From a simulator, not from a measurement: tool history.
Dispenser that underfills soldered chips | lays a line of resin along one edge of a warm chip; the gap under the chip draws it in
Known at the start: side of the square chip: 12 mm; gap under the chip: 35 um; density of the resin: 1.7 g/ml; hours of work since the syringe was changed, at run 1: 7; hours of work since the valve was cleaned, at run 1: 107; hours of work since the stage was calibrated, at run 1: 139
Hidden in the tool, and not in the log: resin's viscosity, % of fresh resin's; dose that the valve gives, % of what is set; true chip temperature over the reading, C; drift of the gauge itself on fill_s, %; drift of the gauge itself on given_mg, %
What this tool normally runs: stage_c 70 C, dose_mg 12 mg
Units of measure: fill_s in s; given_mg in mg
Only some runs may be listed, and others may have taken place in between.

run	hour	stage_c	dose_mg	hours of work since the syringe was changed	hours of work since the valve was cleaned	hours of work since the stage was calibrated	fill_s	given_mg
1	0	70	12	7	107	139	274.5	11.3
# hour 3.1: new syringe of resin
2	5.1	67	12	1	110	142	232.4	11.19
3	10.6	67	12	5	114	146	271.9	11.14
4	15.4	81	12	8	117	149	200.8	11.18
# hour 17.1: new syringe of resin
5	18.8	81	12	1	119	151	149	11.14
6	23.9	83	12	5	123	154	163.4	11.15
7	28	84	13.8	7	125	157	171.9	12.82
# hour 31.1: new syringe of resin
8	34.7	58	13.8	2	130	162	330.9	12.71
9	41.2	58	15.5	7	134	166	395.5	14.3
# hour 45.1: new syringe of resin
# hour 47: dispensing valve cleaned and set on the balance
10	49.4	70	11.7	2	2	171	217.9	11.69
11	54.6	55	12.5	6	5	174	422.9	12.47
12	58.1	81	15.5	8	8	177	190.3	15.41

The same runs without the tool's hidden state, with the same run-to-run variation:
run	fill_s	given_mg
1	192.5	12.04
2	209.8	11.94
3	210	11.93
4	135.4	11.99
5	133.9	11.97
6	127.1	12
7	119.7	13.82
8	282.5	13.75
9	281.6	15.5
10	193.2	11.71
11	321.9	12.52
12	131.9	15.5

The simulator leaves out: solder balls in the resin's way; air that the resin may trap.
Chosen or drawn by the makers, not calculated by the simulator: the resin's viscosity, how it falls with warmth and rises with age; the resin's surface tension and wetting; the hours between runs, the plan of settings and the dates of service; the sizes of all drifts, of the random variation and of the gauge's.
